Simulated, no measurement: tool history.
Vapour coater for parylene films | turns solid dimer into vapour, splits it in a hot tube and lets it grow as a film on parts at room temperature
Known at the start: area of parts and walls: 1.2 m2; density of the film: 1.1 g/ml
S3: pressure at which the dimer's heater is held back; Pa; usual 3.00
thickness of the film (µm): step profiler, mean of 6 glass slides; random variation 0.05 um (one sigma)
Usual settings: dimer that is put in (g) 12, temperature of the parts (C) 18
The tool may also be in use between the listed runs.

{"run": 1, "hour": 0.0, "dimer that is put in (g)": 12, "temperature of the parts (C)": 18, "S3": 3.0, "thickness of the film (µm)": 5.2}
{"run": 2, "hour": 74.8, "dimer that is put in (g)": 12, "temperature of the parts (C)": 18, "S3": 3.0, "thickness of the film (µm)": 5.17}
{"run": 3, "hour": 156.2, "dimer that is put in (g)": 12, "temperature of the parts (C)": 18, "S3": 2.52, "thickness of the film (µm)": 5.29}
{"run": 4, "hour": 192.3, "dimer that is put in (g)": 12, "temperature of the parts (C)": 18, "S3": 2.52, "thickness of the film (µm)": 5.27}
{"run": 5, "hour": 262.2, "dimer that is put in (g)": 12, "temperature of the parts (C)": 18, "S3": 2.52, "thickness of the film (µm)": 5.22}
{"hour": 271.8, "done": "trap's valve overhauled"}
{"run": 6, "hour": 335.5, "dimer that is put in (g)": 12, "temperature of the parts (C)": 18, "S3": 2.52, "thickness of the film (µm)": 4.99}
{"run": 7, "hour": 383.1, "dimer that is put in (g)": 12, "temperature of the parts (C)": 18, "S3": 2.52, "thickness of the film (µm)": 4.89}
{"hour": 399.0, "done": "trap's valve overhauled, once more"}
{"run": 8, "hour": 435.8, "dimer that is put in (g)": 12, "temperature of the parts (C)": 18, "S3": 10.6, "thickness of the film (µm)": 4.79}
{"run": 9, "hour": 495.7, "dimer that is put in (g)": 12, "temperature of the parts (C)": 15, "S3": 3.0, "thickness of the film (µm)": 6.58}
{"run": 10, "hour": 573.0, "dimer that is put in (g)": 18, "temperature of the parts (C)": 18, "S3": 3.0, "thickness of the film (µm)": 8.72}
{"run": 11, "hour": 626.2, "dimer that is put in (g)": 18, "temperature of the parts (C)": 18, "S3": 3.0, "thickness of the film (µm)": 8.69}
{"run": 12, "hour": 680.0, "dimer that is put in (g)": 11, "temperature of the parts (C)": 18, "S3": 3.0, "thickness of the film (µm)": 5.31}
{"run": 13, "hour": 713.9, "dimer that is put in (g)": 11, "temperature of the parts (C)": 18, "S3": 3.0, "thickness of the film (µm)": 5.2}
{"run": 14, "hour": 788.5, "dimer that is put in (g)": 12, "temperature of the parts (C)": 18, "S3": 3.0, "thickness of the film (µm)": 5.72}
{"run": 15, "hour": 844.0, "dimer that is put in (g)": 12, "temperature of the parts (C)": 18, "S3": 2.09, "thickness of the film (µm)": 6.07}
{"run": 16, "hour": 919.0, "dimer that is put in (g)": 12, "temperature of the parts (C)": 14, "S3": 2.09, "thickness of the film (µm)": 7.14}
{"run": 17, "hour": 991.1, "dimer that is put in (g)": 15, "temperature of the parts (C)": 18, "S3": 2.28, "thickness of the film (µm)": 7.25}
{"run": 18, "hour": 1038.2, "dimer that is put in (g)": 15, "temperature of the parts (C)": 18, "S3": 2.28, "thickness of the film (µm)": 7.34}
{"run": 19, "hour": 1086.3, "dimer that is put in (g)": 14, "temperature of the parts (C)": 18, "S3": 8.89, "thickness of the film (µm)": 5.39}
{"run": 20, "hour": 1126.6, "dimer that is put in (g)": 5, "temperature of the parts (C)": 18, "S3": 2.02, "thickness of the film (µm)": 2.48}
{"run": 21, "hour": 1165.3, "dimer that is put in (g)": 5, "temperature of the parts (C)": 18, "S3": 2.02, "thickness of the film (µm)": 2.49}
{"run": 22, "hour": 1220.1, "dimer that is put in (g)": 10, "temperature of the parts (C)": 18, "S3": 4.31, "thickness of the film (µm)": 4.29}
{"run": 23, "hour": 1302.5, "dimer that is put in (g)": 6, "temperature of the parts (C)": 11, "S3": 2.36, "thickness of the film (µm)": 3.98}
{"run": 24, "hour": 1368.9, "dimer that is put in (g)": 10, "temperature of the parts (C)": 18, "S3": 3.0, "thickness of the film (µm)": 4.62}
{"run": 25, "hour": 1418.1, "dimer that is put in (g)": 10, "temperature of the parts (C)": 18, "S3": 3.0, "thickness of the film (µm)": 4.46}
{"run": 26, "hour": 1466.1, "dimer that is put in (g)": 13, "temperature of the parts (C)": 18, "S3": 3.0, "thickness of the film (µm)": 5.83}
{"run": 27, "hour": 1512.9, "dimer that is put in (g)": 13, "temperature of the parts (C)": 18, "S3": 3.0, "thickness of the film (µm)": 5.73}
{"run": 28, "hour": 1575.3, "dimer that is put in (g)": 13, "temperature of the parts (C)": 18, "S3": 3.0, "thickness of the film (µm)": 5.76}
{"run": 29, "hour": 1623.4, "dimer that is put in (g)": 13, "temperature of the parts (C)": 18, "S3": 3.0, "thickness of the film (µm)": 5.71}

Hidden state or all else? Some run-to-run changes of thickness of the film (µm), split into what the settings, what came in and random variation would give without the hidden state, and what is left for the hidden state (with any gauge scatter that isn't in both results):
The hidden state here: vapour lost through the trap's worn valve, %; true temperature of the parts over the reading, C; drift of the gauge itself on film_um, %.
Run 5 -> 6: trap's valve overhauled. thickness of the film (µm) -0.23: hidden state -0.26, all else +0.03.
Run 7 -> 8: S3 2.52 -> 10.60, trap's valve overhauled, once more. thickness of the film (µm) -0.10: hidden state +1.04, all else -1.14.
Run 11 -> 12: dimer that is put in (g) 18 -> 11. thickness of the film (µm) -3.38: hidden state -0.06, all else -3.32.
Run 19 -> 20: dimer that is put in (g) 14 -> 5, S3 8.89 -> 2.02. thickness of the film (µm) -2.91: hidden state +0.07, all else -2.98.
